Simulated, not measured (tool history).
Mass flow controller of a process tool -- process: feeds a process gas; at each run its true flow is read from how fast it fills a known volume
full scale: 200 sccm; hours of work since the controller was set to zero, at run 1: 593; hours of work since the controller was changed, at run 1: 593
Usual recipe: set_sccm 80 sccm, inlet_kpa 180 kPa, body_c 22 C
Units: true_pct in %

| run | hour | set_sccm | inlet_kpa | body_c | hours of work since the controller was set to zero | hours of work since the controller was changed | true_pct |
|---|---|---|---|---|---|---|---|
| 1 | 0 | 80 | 180 | 22 | 593 | 593 | 98.94 |
| 2 | 160.7 | 80 | 180 | 22 | 643 | 643 | 98.9 |
| 3 | 256.3 | 80 | 180 | 22 | 672 | 672 | 98.97 |
| 4 | 383.3 | 80 | 180 | 22 | 711 | 711 | 99.04 |
| 5 | 588 | 80 | 167 | 22 | 774 | 774 | 98.88 |
| 6 | 752.8 | 80 | 167 | 22 | 824 | 824 | 98.9 |
| 7 | 929.5 | 80 | 167 | 22 | 878 | 878 | 99.02 |
| 8 | 1152 | 80 | 180 | 22 | 946 | 946 | 99.32 |
| 9 | 1309.9 | 80 | 180 | 22 | 995 | 995 | 99.31 |
| 10 | 1447.3 | 80 | 180 | 22 | 1037 | 1037 | 99.42 |
| 11 | 1591.7 | 80 | 158 | 22 | 1081 | 1081 | 99.2 |
| 12 | 1794.1 | 80 | 180 | 22 | 1143 | 1143 | 99.57 |
| 13 | 2018.2 | 80 | 180 | 22 | 1212 | 1212 | 99.53 |
| 14 | 2130.3 | 67 | 180 | 22 | 1246 | 1246 | 99.34 |
| 15 | 2230.5 | 183 | 180 | 33 | 1277 | 1277 | 100.14 |
| 16 | 2325 | 183 | 180 | 33 | 1306 | 1306 | 100.13 |
| 17 | 2547.8 | 94 | 272 | 22 | 1374 | 1374 | 100.54 |
| 18 | 2652.4 | 80 | 180 | 26 | 1406 | 1406 | 99.45 |
| 19 | 2842 | 80 | 180 | 26 | 1464 | 1464 | 99.38 |
| 20 | 3024.7 | 80 | 270 | 22 | 1520 | 1520 | 100.62 |
| 21 | 3146.5 | 80 | 178 | 28 | 1557 | 1557 | 99.42 |
| 22 | 3288.5 | 80 | 178 | 28 | 1601 | 1601 | 99.42 |
| 23 | 3450.1 | 115 | 180 | 27 | 1650 | 1650 | 99.78 |
| 24 | 3660.6 | 115 | 180 | 27 | 1715 | 1715 | 100.04 |
| 25 | 3768.7 | 115 | 180 | 27 | 1748 | 1748 | 99.83 |

Predict each of these 4 candidate next runs independently; none follows another, all start after run 25:
| A | 3901.2 | 23 | 234 | 34 | 1788 | 1788 | ? |
| B | 3901.2 | 80 | 199 | 31 | 1788 | 1788 | ? |
| C | 3901.2 | 81 | 180 | 24 | 1788 | 1788 | ? |
| D | 3901.2 | 26 | 147 | 27 | 1788 | 1788 | ? |

| run | true_pct |
|---|---|
| A | 100.17 |
| B | 99.59 |
| C | 100 |
| D | 99.66 |
Had the tool no hidden state, the same runs would have come out as:
| run | true_pct |
|---|---|
| A | 97.08 |
| B | 97.82 |
| C | 98.24 |
| D | 96.79 |
